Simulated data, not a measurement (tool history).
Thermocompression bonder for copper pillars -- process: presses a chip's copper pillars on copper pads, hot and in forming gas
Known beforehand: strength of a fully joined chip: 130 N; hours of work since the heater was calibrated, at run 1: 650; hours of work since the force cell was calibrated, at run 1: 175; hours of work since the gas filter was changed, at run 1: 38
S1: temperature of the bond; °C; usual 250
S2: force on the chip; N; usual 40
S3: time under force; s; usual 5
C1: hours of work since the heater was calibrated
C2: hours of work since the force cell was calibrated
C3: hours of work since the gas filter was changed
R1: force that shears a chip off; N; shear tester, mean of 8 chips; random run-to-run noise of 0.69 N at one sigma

| run | hour | S1 | S2 | S3 | C1 | C2 | C3 | R1 |
|---|---|---|---|---|---|---|---|---|
| 1 | 0 | 250 | 40 | 5 | 650 | 175 | 38 | 47.5 |
| 2 | 4.2 | 250 | 40 | 5 | 652 | 177 | 40 | 47.6 |
| 3 | 13.7 | 250 | 40 | 5 | 657 | 182 | 45 | 47.7 |
| 4 | 22.7 | 250 | 38 | 5 | 662 | 187 | 50 | 44.4 |
| 5 | 31.6 | 252 | 40 | 5 | 667 | 192 | 55 | 48.9 |
| 6 | 39.4 | 252 | 40 | 5 | 671 | 196 | 59 | 49 |
| 7 | 44.9 | 250 | 40 | 5 | 674 | 199 | 62 | 48.1 |
| 8 | 49.3 | 250 | 40 | 5 | 676 | 201 | 64 | 47.7 |
| 9 | 57.9 | 250 | 40 | 5 | 681 | 206 | 69 | 47.5 |
| 10 | 63.4 | 266 | 40 | 5 | 684 | 209 | 72 | 57.9 |
| 11 | 71.4 | 266 | 40 | 5 | 688 | 213 | 76 | 57.7 |
| 12 | 76.3 | 250 | 25 | 5 | 691 | 216 | 79 | 27.5 |
| 13 | 81.6 | 228 | 36 | 5 | 694 | 219 | 82 | 29.5 |
| 14 | 89.3 | 259 | 39 | 4 | 698 | 223 | 86 | 46.3 |
| 15 | 94.3 | 260 | 59 | 8 | 700 | 226 | 89 | 90 |
| 16 | 102 | 260 | 59 | 8 | 705 | 230 | 93 | 87 |
| 17 | 109 | 260 | 59 | 13 | 708 | 234 | 97 | 99 |
| 18 | 117.6 | 250 | 41 | 5 | 713 | 238 | 101 | 47.1 |
|  | 125.9 | heater calibrated with a thermocouple chip |
| 19 | 129.7 | 250 | 53 | 5 | 2 | 244 | 107 | 63.8 |
| 20 | 135.1 | 250 | 53 | 5 | 5 | 247 | 110 | 63.7 |
| 21 | 142.6 | 276 | 40 | 7 | 9 | 251 | 114 | 73.1 |
| 22 | 151.3 | 276 | 43 | 3 | 14 | 255 | 118 | 59.3 |

4 ways to go on from here, each from the tool as it stands after run 22. What would each give?
| A | 158.1 | 239 | 32 | 15 | 17 | 259 | 122 | ? |
| B | 158.1 | 221 | 25 | 9 | 17 | 259 | 122 | ? |
| C | 158.1 | 276 | 52 | 3 | 17 | 259 | 122 | ? |
| D | 158.1 | 276 | 43 | 14 | 17 | 259 | 122 | ? |

| run | R1 |
|---|---|
| A | 47.9 |
| B | 22.3 |
| C | 70.2 |
| D | 93.6 |
What these runs would have given with no unlogged condition in the tool:
| run | R1 |
|---|---|
| A | 47.9 |
| B | 22.3 |
| C | 70.3 |
| D | 93.7 |

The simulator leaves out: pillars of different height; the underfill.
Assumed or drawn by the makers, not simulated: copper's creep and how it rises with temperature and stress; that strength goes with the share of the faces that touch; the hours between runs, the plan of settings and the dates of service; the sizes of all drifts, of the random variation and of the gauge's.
